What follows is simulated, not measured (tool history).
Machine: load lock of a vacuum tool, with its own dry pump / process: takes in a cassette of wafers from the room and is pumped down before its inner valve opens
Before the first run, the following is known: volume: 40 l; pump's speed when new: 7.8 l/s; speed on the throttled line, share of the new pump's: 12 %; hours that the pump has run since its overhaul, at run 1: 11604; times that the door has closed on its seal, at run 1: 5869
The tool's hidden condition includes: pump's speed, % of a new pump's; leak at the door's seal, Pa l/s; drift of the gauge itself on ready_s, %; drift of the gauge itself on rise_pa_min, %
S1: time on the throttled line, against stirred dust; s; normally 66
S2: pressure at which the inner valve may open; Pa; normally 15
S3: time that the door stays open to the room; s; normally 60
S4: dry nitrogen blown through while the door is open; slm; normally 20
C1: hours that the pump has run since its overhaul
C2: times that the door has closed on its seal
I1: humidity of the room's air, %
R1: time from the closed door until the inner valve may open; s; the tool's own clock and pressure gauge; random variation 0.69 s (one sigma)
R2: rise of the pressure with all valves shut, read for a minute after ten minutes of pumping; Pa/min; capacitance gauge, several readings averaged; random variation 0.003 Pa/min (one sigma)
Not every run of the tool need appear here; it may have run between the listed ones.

Run 1, hour 0.0: usual settings; C1 11604; C2 5869; I1 44.4. Result: R1 108.5 s, R2 0.083 Pa/min.
Run 2, hour 91.7: usual settings; C1 11696; C2 5974; I1 43.8. Result: R1 109.7 s, R2 0.087 Pa/min.
Run 3, hour 280.7: usual settings but S1 94 s; C1 11885; C2 6189; I1 45.7. Result: R1 133.2 s, R2 0.093 Pa/min.
Run 4, hour 417.5: usual settings but S1 94 s; C1 12022; C2 6345; I1 46.4. Result: R1 133.4 s, R2 0.086 Pa/min.
Run 5, hour 585.9: usual settings but S1 94 s; C1 12190; C2 6537; I1 43.9. Result: R1 135.4 s, R2 0.088 Pa/min.
Run 6, hour 716.8: usual settings but S1 93 s; C1 12321; C2 6686; I1 45.4. Result: R1 133.5 s, R2 0.095 Pa/min.
Run 7, hour 803.8: usual settings but S1 93 s; C1 12408; C2 6785; I1 46.8. Result: R1 132.7 s, R2 0.094 Pa/min.
Run 8, hour 890.4: usual settings but S1 93 s; C1 12495; C2 6883; I1 44.7. Result: R1 132.7 s, R2 0.099 Pa/min.
Run 9, hour 1014.4: usual settings but S1 93 s; C1 12619; C2 7025; I1 41.6. Result: R1 133.0 s, R2 0.093 Pa/min.
Run 10, hour 1212.9: usual settings but S2 26 Pa; C1 12817; C2 7251; I1 42.8. Result: R1 107.4 s, R2 0.095 Pa/min.
Run 11, hour 1380.8: usual settings; C1 12985; C2 7442; I1 43.5. Result: R1 109.4 s, R2 0.097 Pa/min.
Run 12, hour 1530.9: usual settings but S4 28 slm; C1 13135; C2 7613; I1 46.4. Result: R1 110.7 s, R2 0.093 Pa/min.
Run 13, hour 1669.2: usual settings; C1 13273; C2 7770; I1 41.8. Result: R1 111.3 s, R2 0.096 Pa/min.
Run 14, hour 1828.7: usual settings but S3 91 s; C1 13433; C2 7952; I1 47.4. Result: R1 110.4 s, R2 0.120 Pa/min.
Run 15, hour 1960.5: usual settings but S4 34 slm; C1 13565; C2 8102; I1 44.6. Result: R1 110.4 s, R2 0.097 Pa/min.
Run 16, hour 2100.7: usual settings; C1 13705; C2 8262; I1 47.3. Result: R1 111.0 s, R2 0.107 Pa/min.
Run 17, hour 2235.1: usual settings but S1 41 s; C1 13839; C2 8415; I1 46.2. Result: R1 90.3 s, R2 0.100 Pa/min.
Run 18, hour 2333.5: usual settings but S1 41 s; C1 13938; C2 8527; I1 46.4. Result: R1 89.9 s, R2 0.115 Pa/min.
Run 19, hour 2420.7: usual settings but S1 122 s; C1 14025; C2 8626; I1 47.1. Result: R1 159.4 s, R2 0.108 Pa/min.
Run 20, hour 2543.5: usual settings but S1 59 s, S2 12 Pa, S3 67 s, S4 22 slm; C1 14148; C2 8766; I1 46.9. Result: R1 106.6 s, R2 0.111 Pa/min.
Run 21, hour 2665.6: usual settings but S1 59 s, S2 12 Pa, S3 67 s, S4 22 slm; C1 14270; C2 8905; I1 46.2. Result: R1 106.3 s, R2 0.116 Pa/min.
Run 22, hour 2860.6: usual settings but S1 59 s, S2 12 Pa, S3 27 s, S4 21 slm; C1 14465; C2 9127; I1 43.9. Result: R1 107.4 s, R2 0.088 Pa/min.
Run 23, hour 2960.5: usual settings but S1 59 s, S2 12 Pa, S3 27 s, S4 21 slm; C1 14565; C2 9241; I1 48.6. Result: R1 106.2 s, R2 0.100 Pa/min.
Run 24, hour 3074.3: usual settings but S1 51 s, S2 25 Pa; C1 14678; C2 9371; I1 46.7. Result: R1 95.6 s, R2 0.118 Pa/min.
Run 25, hour 3164.1: usual settings; C1 14768; C2 9473; I1 38.4. Result: R1 110.9 s, R2 0.110 Pa/min.
Run 26, hour 3331.8: usual settings but S1 57 s, S2 16 Pa, S3 53 s, S4 29 slm; C1 14936; C2 9664; I1 45.1. Result: R1 103.7 s, R2 0.107 Pa/min.
Run 27, hour 3525.4: usual settings but S1 42 s, S2 27 Pa; C1 15130; C2 9884; I1 43.8. Result: R1 88.0 s, R2 0.119 Pa/min.
Run 28, hour 3680.7: usual settings but S1 42 s, S2 27 Pa; C1 15285; C2 10061; I1 43.5. Result: R1 87.6 s, R2 0.120 Pa/min.
Run 29, hour 3863.8: usual settings but S1 42 s, S2 27 Pa; C1 15468; C2 10270; I1 46.0. Result: R1 88.2 s, R2 0.127 Pa/min.
Run 30, hour 3954.5: usual settings but S1 42 s, S2 27 Pa; C1 15559; C2 10373; I1 45.0. Result: R1 87.8 s, R2 0.122 Pa/min.
Run 31, hour 4088.1: usual settings but S2 23 Pa; C1 15692; C2 10525; I1 46.1. Result: R1 109.6 s, R2 0.125 Pa/min.
Run 32, hour 4274.2: usual settings but S1 75 s, S2 27 Pa; C1 15878; C2 10737; I1 47.9. Result: R1 115.8 s, R2 0.126 Pa/min.
Run 33, hour 4471.6: usual settings but S1 43 s, S2 27 Pa; C1 16076; C2 10962; I1 46.3. Result: R1 89.6 s, R2 0.129 Pa/min.
Run 34, hour 4584.0: usual settings but S1 43 s, S2 27 Pa; C1 16188; C2 11090; I1 44.2. Result: R1 89.7 s, R2 0.127 Pa/min.
Run 35, hour 4685.6: usual settings but S3 108 s, S4 41 slm; C1 16290; C2 11206; I1 46.4. Result: R1 111.9 s, R2 0.129 Pa/min.
Run 36, hour 4818.6: usual settings but S1 101 s, S3 213 s, S4 9 slm; C1 16423; C2 11357; I1 44.5. Result: R1 141.6 s, R2 0.204 Pa/min.
Run 37, hour 4995.9: usual settings but S1 82 s, S2 11 Pa, S3 61 s, S4 10 slm; C1 16600; C2 11559; I1 44.7. Result: R1 128.7 s, R2 0.154 Pa/min.

Below are 4 alternative next runs, each starting from the tool's condition after run 37. Predict each:
Run A, hour 5159.0: usual settings but S1 42 s, S2 14 Pa, S3 48 s; C1 16763; C2 11745; I1 47.5. Result: R1 ?, R2 ?.
Run B, hour 5159.0: usual settings but S2 24 Pa, S4 35 slm; C1 16763; C2 11745; I1 44.9. Result: R1 ?, R2 ?.
Run C, hour 5159.0: usual settings but S4 5 slm; C1 16763; C2 11745; I1 47.2. Result: R1 ?, R2 ?.
Run D, hour 5159.0: usual settings but S1 85 s, S2 11 Pa, S3 145 s, S4 21 slm; C1 16763; C2 11745; I1 46.8. Result: R1 ?, R2 ?.

run     R1     R2
  A   93.1  0.136
  B  110.6  0.120
  C  112.6  0.166
  D  131.1  0.169
With no hidden state in the tool, these same runs would have given:
run     R1     R2
  A   83.1  0.049
  B  102.0  0.034
  C  103.3  0.081
  D  122.2  0.084
